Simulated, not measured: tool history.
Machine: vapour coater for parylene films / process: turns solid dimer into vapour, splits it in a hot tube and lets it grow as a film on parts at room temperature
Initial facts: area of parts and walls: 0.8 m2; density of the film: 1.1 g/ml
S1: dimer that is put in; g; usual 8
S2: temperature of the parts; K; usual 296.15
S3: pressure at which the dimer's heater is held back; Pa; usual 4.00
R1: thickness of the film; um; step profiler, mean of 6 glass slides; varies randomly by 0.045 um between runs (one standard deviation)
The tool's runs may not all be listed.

run,day,S1,S2,S3,R1
1,0.000,8,296.15,4.00,5.08
2,0.454,14,296.15,4.00,8.88
3,0.975,14,296.15,4.00,8.70
4,1.329,8,296.15,7.81,4.64
5,1.962,8,296.15,4.00,5.00
6,2.392,8,296.15,4.00,5.02
7,2.792,8,297.15,4.00,4.75
8,3.412,8,297.15,4.00,4.79
9,3.725,8,296.15,3.24,5.13
10,4.362,8,296.15,3.24,5.00
11,4.771,8,296.15,3.24,5.05
12,5.279,8,292.15,4.00,5.99
13,5.854,8,292.15,4.00,5.94
14,6.225,8,292.15,3.52,6.00
15,6.588,8,292.15,2.99,6.12
# day 6.800: trap's valve overhauled
16,7.125,4,296.15,10.22,2.23

Expected results for the next run?
17,7.462,4,295.15,8.61,?

Run 17 gave R1 2.36 um.
Without the tool's hidden state the same run would have given R1 2.49 um.
